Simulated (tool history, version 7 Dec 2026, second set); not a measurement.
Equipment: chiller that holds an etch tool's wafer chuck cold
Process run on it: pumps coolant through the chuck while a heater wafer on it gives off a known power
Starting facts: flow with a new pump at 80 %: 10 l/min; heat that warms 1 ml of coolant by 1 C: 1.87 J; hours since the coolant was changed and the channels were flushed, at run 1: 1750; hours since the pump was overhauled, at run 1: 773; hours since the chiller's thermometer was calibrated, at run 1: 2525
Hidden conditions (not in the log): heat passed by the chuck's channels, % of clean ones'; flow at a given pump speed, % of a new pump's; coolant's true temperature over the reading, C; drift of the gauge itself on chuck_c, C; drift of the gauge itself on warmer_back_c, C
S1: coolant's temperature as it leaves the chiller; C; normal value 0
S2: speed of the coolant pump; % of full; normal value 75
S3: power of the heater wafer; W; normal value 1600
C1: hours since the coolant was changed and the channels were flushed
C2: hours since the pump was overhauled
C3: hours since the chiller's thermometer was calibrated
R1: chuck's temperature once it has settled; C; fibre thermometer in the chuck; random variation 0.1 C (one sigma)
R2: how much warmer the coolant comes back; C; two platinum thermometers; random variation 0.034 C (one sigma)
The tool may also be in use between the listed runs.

run,hour,S1,S2,S3,C1,C2,C3,R1,R2
1,0.0,0,75,1600,1750,773,2525,12.4,5.49
2,19.9,0,75,1600,1770,793,2545,12.6,5.53
3,34.1,0,75,1600,1784,807,2559,12.6,5.51
4,63.4,3,75,1600,1813,836,2588,15.7,5.51
5,96.0,0,75,940,1846,869,2621,7.5,3.25
6,129.3,3,75,1600,1879,902,2654,15.6,5.56
7,144.5,0,75,1232,1894,917,2669,9.5,4.27
8,171.1,-4,75,1600,1921,944,2696,8.5,5.56
9,204.7,-4,75,1600,1954,977,2730,8.5,5.50
10,226.9,-4,75,1600,1977,1000,2752,8.6,5.50
11,247.8,0,75,1600,1997,1020,2773,12.4,5.47
12,262.6,0,75,1600,2012,1035,2788,12.6,5.49
13,277.7,0,75,1600,2027,1050,2803,12.5,5.52
14,304.0,0,75,1600,2054,1077,2829,12.8,5.53
15,324.0,0,75,1600,2074,1097,2849,12.8,5.55
16,353.8,0,75,1095,2104,1126,2879,8.9,3.84
17,370.0,-1,85,1095,2120,1143,2895,6.9,3.31
18,394.4,8,75,1414,2144,1167,2919,19.5,4.91
19,416.5,9,66,1243,2166,1189,2942,19.9,4.93
20,439.2,9,66,1243,2189,1212,2964,19.8,4.94
# hour 441.7: chiller's thermometer calibrated
21,456.1,9,66,1243,2205,1228,14,20.1,4.87
22,473.1,3,79,1600,2222,1245,31,15.5,5.17
23,493.4,3,79,1600,2242,1265,52,15.3,5.22
24,523.2,3,79,1600,2272,1295,81,15.5,5.20
25,541.3,3,79,1600,2290,1313,100,15.5,5.21
26,563.7,0,79,1374,2312,1335,122,10.6,4.45
27,585.8,-2,80,1169,2335,1357,144,7.0,3.77
28,607.0,-2,80,1169,2356,1379,165,7.0,3.81
29,629.2,-2,80,1169,2378,1401,188,6.9,3.78
# hour 647.9: chiller's thermometer calibrated, once more
30,659.5,-2,96,1102,2407,1430,12,5.2,2.90
31,689.1,-7,79,1744,2437,1460,41,6.0,5.67
32,709.9,-7,77,2145,2458,1481,62,9.1,7.26

What if the next run were any one of these 4? Each begins from the tool's condition after run 32:
A,736.4,0,67,1600,2484,1507,88,?,?
B,736.4,0,77,1600,2484,1507,88,?,?
C,736.4,8,62,942,2484,1507,88,?,?
D,736.4,-7,61,2145,2484,1507,88,?,?

run,R1,R2
A,13.5,6.22
B,12.2,5.42
C,16.3,3.97
D,12.3,9.27
Had the tool no hidden state, the same runs would have come out as:
run,R1,R2
A,12.9,6.17
B,11.6,5.37
C,15.9,3.94
D,11.4,9.19
